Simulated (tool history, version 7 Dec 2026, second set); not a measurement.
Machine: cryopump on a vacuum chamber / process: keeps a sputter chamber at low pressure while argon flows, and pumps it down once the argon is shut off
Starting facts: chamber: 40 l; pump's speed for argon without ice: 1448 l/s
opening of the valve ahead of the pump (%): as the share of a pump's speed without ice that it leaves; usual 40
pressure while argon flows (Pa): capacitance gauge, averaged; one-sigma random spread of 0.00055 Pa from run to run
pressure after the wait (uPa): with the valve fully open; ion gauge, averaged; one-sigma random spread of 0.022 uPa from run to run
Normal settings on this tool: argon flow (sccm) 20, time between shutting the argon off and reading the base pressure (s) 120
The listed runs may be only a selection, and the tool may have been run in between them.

| run | hour | argon flow (sccm) | time between shutting the argon off and reading the base pressure (s) | opening of the valve ahead of the pump (%) | pressure while argon flows (Pa) | pressure after the wait (uPa) |
|---|---|---|---|---|---|---|
| 1 | 0 | 20 | 120 | 40 | 0.0588 | 1.39 |
| 2 | 24.3 | 20 | 120 | 40 | 0.0586 | 1.42 |
| 3 | 71.3 | 20 | 120 | 40 | 0.0601 | 1.52 |
| 4 | 102.6 | 20 | 120 | 40 | 0.0597 | 1.46 |
| 5 | 136.5 | 20 | 120 | 37 | 0.0639 | 1.56 |
| 6 | 183.4 | 20 | 120 | 40 | 0.0595 | 1.55 |
| 7 | 233.6 | 20 | 120 | 40 | 0.0604 | 1.6 |
| 8 | 273.3 | 20 | 120 | 40 | 0.0594 | 1.61 |
| 9 | 313.5 | 20 | 120 | 40 | 0.0587 | 1.58 |
| 10 | 339.4 | 20 | 120 | 40 | 0.0607 | 1.65 |
| 11 | 383.1 | 20 | 120 | 50 | 0.0481 | 1.63 |
| 12 | 422.8 | 20 | 206 | 40 | 0.0605 | 1.51 |
| 13 | 457.5 | 20 | 206 | 40 | 0.0606 | 1.56 |
| 14 | 501.2 | 20 | 54 | 40 | 0.0603 | 2.26 |
| 15 | 543.7 | 20 | 120 | 40 | 0.0603 | 1.8 |
| 16 | 592.7 | 20 | 120 | 40 | 0.0608 | 1.83 |
| 17 | 633.1 | 20 | 120 | 40 | 0.0613 | 1.86 |
| 18 | 679.7 | 8 | 215 | 41 | 0.0239 | 1.79 |
| 19 | 717.3 | 8 | 215 | 41 | 0.0231 | 1.73 |
| 20 | 755.2 | 19 | 120 | 21 | 0.1085 | 1.95 |
| 21 | 805.9 | 19 | 120 | 50 | 0.0478 | 2.06 |
| 22 | 828.8 | 14 | 190 | 40 | 0.0437 | 1.88 |
| 23 | 854.6 | 14 | 190 | 40 | 0.0436 | 1.91 |
| 24 | 890.8 | 32 | 120 | 35 | 0.1112 | 2 |
| 25 | 917.2 | 32 | 120 | 35 | 0.1115 | 2.06 |
| 26 | 964 | 10 | 129 | 33 | 0.0377 | 2.09 |
| 27 | 1009.9 | 10 | 233 | 55 | 0.0231 | 1.97 |
| 28 | 1041.7 | 23 | 72 | 43 | 0.066 | 2.43 |
| 29 | 1087.4 | 19 | 185 | 40 | 0.0586 | 2.07 |
| 30 | 1117 | 29 | 185 | 16 | 0.2187 | 2.08 |
| 31 | 1147 | 15 | 130 | 40 | 0.0464 | 2.26 |
| 32 | 1188.1 | 20 | 74 | 28 | 0.0859 | 2.51 |
| 33 | 1226.1 | 20 | 74 | 28 | 0.0873 | 2.64 |
| 34 | 1264.4 | 32 | 120 | 40 | 0.0997 | 2.38 |

Alternative continuations, all from the tool just after run 34; predict every row:
| A | 1314.2 | 18 | 120 | 56 | ? | ? |
| B | 1314.2 | 20 | 47 | 20 | ? | ? |
| C | 1314.2 | 32 | 120 | 26 | ? | ? |
| D | 1314.2 | 15 | 36 | 40 | ? | ? |

| run | pressure while argon flows (Pa) | pressure after the wait (uPa) |
|---|---|---|
| A | 0.0423 | 2.43 |
| B | 0.1206 | 2.93 |
| C | 0.1501 | 2.4 |
| D | 0.0464 | 3.36 |
The same runs, with their run-to-run variation unchanged, on a tool lacking any hidden condition would have given:
| run | pressure while argon flows (Pa) | pressure after the wait (uPa) |
|---|---|---|
| A | 0.0385 | 0.63 |
| B | 0.1165 | 1.18 |
| C | 0.1435 | 0.61 |
| D | 0.0433 | 1.58 |

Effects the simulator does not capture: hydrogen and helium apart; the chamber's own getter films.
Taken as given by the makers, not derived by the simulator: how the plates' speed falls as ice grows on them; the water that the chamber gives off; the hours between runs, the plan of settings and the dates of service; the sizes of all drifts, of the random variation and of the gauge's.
